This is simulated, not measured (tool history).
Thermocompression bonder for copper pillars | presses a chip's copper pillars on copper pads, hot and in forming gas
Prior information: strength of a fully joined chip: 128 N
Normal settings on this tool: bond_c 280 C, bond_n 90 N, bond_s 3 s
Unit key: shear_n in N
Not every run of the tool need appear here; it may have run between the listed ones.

{"run": 1, "hour": 0.0, "bond_c": 280, "bond_n": 90, "bond_s": 3, "shear_n": 77.5}
{"run": 2, "hour": 34.4, "bond_c": 280, "bond_n": 90, "bond_s": 3, "shear_n": 78.6}
{"run": 3, "hour": 59.7, "bond_c": 280, "bond_n": 90, "bond_s": 3, "shear_n": 78.3}
{"run": 4, "hour": 81.3, "bond_c": 280, "bond_n": 90, "bond_s": 3, "shear_n": 77.1}
{"run": 5, "hour": 107.8, "bond_c": 280, "bond_n": 90, "bond_s": 3, "shear_n": 77.3}
{"run": 6, "hour": 130.3, "bond_c": 280, "bond_n": 90, "bond_s": 3, "shear_n": 77.9}
{"hour": 134.7, "done": "force cell calibrated"}
{"run": 7, "hour": 156.6, "bond_c": 280, "bond_n": 90, "bond_s": 3, "shear_n": 77.2}
{"run": 8, "hour": 181.1, "bond_c": 280, "bond_n": 90, "bond_s": 3, "shear_n": 76.6}
{"run": 9, "hour": 212.8, "bond_c": 309, "bond_n": 90, "bond_s": 3, "shear_n": 99.1}
{"run": 10, "hour": 235.6, "bond_c": 280, "bond_n": 90, "bond_s": 4, "shear_n": 83.3}
{"hour": 250.9, "done": "force cell calibrated, once more"}
{"run": 11, "hour": 269.2, "bond_c": 301, "bond_n": 100, "bond_s": 2, "shear_n": 90.2}
{"run": 12, "hour": 301.8, "bond_c": 265, "bond_n": 74, "bond_s": 2, "shear_n": 50.7}
{"run": 13, "hour": 321.0, "bond_c": 310, "bond_n": 123, "bond_s": 2, "shear_n": 103.0}
{"run": 14, "hour": 342.0, "bond_c": 310, "bond_n": 123, "bond_s": 2, "shear_n": 102.2}
{"run": 15, "hour": 363.4, "bond_c": 310, "bond_n": 59, "bond_s": 2, "shear_n": 79.1}
{"run": 16, "hour": 394.5, "bond_c": 310, "bond_n": 59, "bond_s": 2, "shear_n": 78.3}
{"run": 17, "hour": 418.1, "bond_c": 264, "bond_n": 59, "bond_s": 3, "shear_n": 51.2}

For some of the steps in shear_n from one run to the next: how much would appear even if the tool had no hidden state, given the settings, what came in and random variation, and how much remains for the hidden state plus any gauge scatter that the measured result and the result without hidden state don't share?
The hidden state here: true temperature of the bond over the reading, C; force that reaches the chip, % of what is set; oxide that the forming gas leaves, % of the face; drift of the gauge itself on shear_n, %.
Run 12 -> 13: bond_c 265 -> 310, bond_n 74 -> 123. shear_n +52.3 N: hidden state -1.9, all else +54.2.
